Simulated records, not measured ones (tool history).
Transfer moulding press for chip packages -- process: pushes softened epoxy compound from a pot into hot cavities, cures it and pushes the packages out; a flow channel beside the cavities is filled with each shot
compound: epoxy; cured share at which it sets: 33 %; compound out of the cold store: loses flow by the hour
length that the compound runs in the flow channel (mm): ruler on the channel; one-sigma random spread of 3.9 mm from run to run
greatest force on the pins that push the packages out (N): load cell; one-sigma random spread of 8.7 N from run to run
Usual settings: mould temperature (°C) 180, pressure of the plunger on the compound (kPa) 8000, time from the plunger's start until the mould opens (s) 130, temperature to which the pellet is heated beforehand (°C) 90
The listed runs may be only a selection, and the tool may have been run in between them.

run,hour,mould temperature (°C),pressure of the plunger on the compound (kPa),time from the plunger's start until the mould opens (s),temperature to which the pellet is heated beforehand (°C),incoming compound's hours out of the cold store,length that the compound runs in the flow channel (mm),greatest force on the pins that push the packages out (N)
1,0,180,8000,130,90,44.4,627,430
# hour 68.9: cavities cleaned with cleaning compound and waxed
2,69.1,180,8000,130,90,11.4,751,386
3,119.2,173,8000,130,90,21.4,743,818
4,156.5,173,8000,130,90,31.2,694,864
# hour 164.9: cavities cleaned with cleaning compound and waxed
5,203.3,173,8000,130,90,9.4,775,833
6,246.2,185,8000,130,90,15.5,698,503
# hour 259.4: mould's thermocouples calibrated
# hour 260.9: cavities cleaned with cleaning compound and waxed
7,332.8,180,8000,153,90,43.3,620,491
# hour 353.3: cavities cleaned with cleaning compound and waxed
8,389.7,180,8000,153,90,48,599,413
# hour 446.6: cavities cleaned with cleaning compound and waxed
9,470.3,180,8060,131,90,32.3,651,448
# hour 542.9: cavities cleaned with cleaning compound and waxed
10,547.9,173,8490,135,81,22.7,725,607
# hour 576.3: plunger's sealing rings changed
11,587.4,177,6890,130,90,26.5,649,603
# hour 638.5: cavities cleaned with cleaning compound and waxed
12,645.4,177,6890,130,90,36.7,610,465
13,683.9,177,6890,130,90,28.8,644,614
# hour 731: cavities cleaned with cleaning compound and waxed
14,767.2,174,6890,130,95,25.5,652,723
# hour 823.3: cavities cleaned with cleaning compound and waxed
15,834,186,9120,138,88,37.1,675,337
16,881.4,186,9120,156,97,18.6,732,445

Each row is a separate what-if for the run after 16, all from the same tool condition, not one after another. Results?
# hour 918.6: cavities cleaned with cleaning compound and waxed
A,926.4,175,9120,156,93,13.2,?,?
# hour 918.6: cavities cleaned with cleaning compound and waxed
B,926.4,184,6530,127,97,44.2,?,?
# hour 918.6: cavities cleaned with cleaning compound and waxed
C,926.4,180,8000,166,98,24.2,?,?

run,length that the compound runs in the flow channel (mm),greatest force on the pins that push the packages out (N)
A,790,415
B,542,385
C,684,350
With no hidden state in the tool, these same runs would have given:
run,length that the compound runs in the flow channel (mm),greatest force on the pins that push the packages out (N)
A,815,388
B,559,355
C,705,320
